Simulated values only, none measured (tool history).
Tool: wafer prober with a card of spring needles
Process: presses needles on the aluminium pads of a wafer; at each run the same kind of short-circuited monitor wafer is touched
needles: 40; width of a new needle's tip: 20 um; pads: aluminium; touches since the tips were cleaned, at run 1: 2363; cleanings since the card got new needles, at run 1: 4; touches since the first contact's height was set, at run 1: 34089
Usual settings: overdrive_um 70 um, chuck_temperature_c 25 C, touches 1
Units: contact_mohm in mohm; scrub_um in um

run,hour,overdrive_um,chuck_temperature_c,touches,touches since the tips were cleaned,cleanings since the card got new needles,touches since the first contact's height was set,contact_mohm,scrub_um
1,0.0,70,25,1,2363,4,34089,367,17.57
2,10.2,70,25,1,4940,4,36666,477,17.57
3,18.0,70,25,1,6904,4,38630,540,17.59
# hour 22.5: tips cleaned on abrasive film
4,28.2,71,25,1,1458,5,41199,332,17.85
5,39.3,71,25,1,4265,5,44006,473,17.83
6,52.8,71,25,1,7683,5,47424,561,17.82
# hour 54.2: tips cleaned on abrasive film
7,63.9,71,25,1,2456,6,50194,393,17.77
8,71.5,71,25,1,4390,6,52128,468,17.79
9,77.6,71,25,1,5914,6,53652,514,17.77
10,83.1,71,97,1,7313,6,55051,529,17.82
# hour 85.0: tips cleaned on abrasive film
11,93.2,71,97,1,2069,7,57579,357,17.79
12,104.1,71,97,1,4839,7,60349,471,17.80
# hour 116.0: tips cleaned on abrasive film
13,116.0,71,97,1,0,8,63315,234,17.83
14,123.6,70,25,1,1937,8,65252,370,17.49
15,129.2,70,25,1,3358,8,66673,435,17.57
16,138.0,70,25,1,5565,8,68880,515,17.53
17,145.2,70,25,1,7386,8,70701,564,17.55
# hour 147.8: tips cleaned on abrasive film
18,153.3,70,25,1,1378,9,72724,325,17.51
19,163.0,70,25,1,3832,9,75178,469,17.51
20,176.2,70,25,1,7165,9,78511,557,17.50
# hour 179.1: tips cleaned on abrasive film
21,185.1,70,122,1,1530,10,80757,343,17.49
22,194.5,65,104,1,3891,10,83118,490,16.25
23,202.5,65,104,1,5929,10,85156,557,16.29
# hour 210.9: tips cleaned on abrasive film
24,214.8,52,65,1,991,11,88241,402,12.98
25,223.6,87,112,1,3196,11,90446,342,21.82
26,232.6,66,27,1,5484,11,92734,546,16.47
27,240.8,55,52,2,7551,11,94801,546,13.70
# hour 241.9: tips cleaned on abrasive film
28,252.1,65,115,1,2583,12,97640,415,16.24
29,260.3,65,115,1,4661,12,99718,501,16.22
30,270.7,73,115,1,7297,12,102354,509,18.26
# hour 272.7: tips cleaned on abrasive film
31,283.1,73,115,1,2635,13,105454,374,18.27
32,291.3,79,38,2,4704,13,107523,332,19.73

3 ways to go on from here, each from the tool as it stands after run 32. What would each give?
A,296.9,70,25,2,6126,13,108945,?,?
B,296.9,63,62,3,6126,13,108945,?,?
C,296.9,68,61,2,6126,13,108945,?,?

run,contact_mohm,scrub_um
A,398,17.43
B,349,15.80
C,408,17.00
Without the tool's hidden state the same runs would have given:
run,contact_mohm,scrub_um
A,190,17.56
B,204,15.93
C,201,17.13
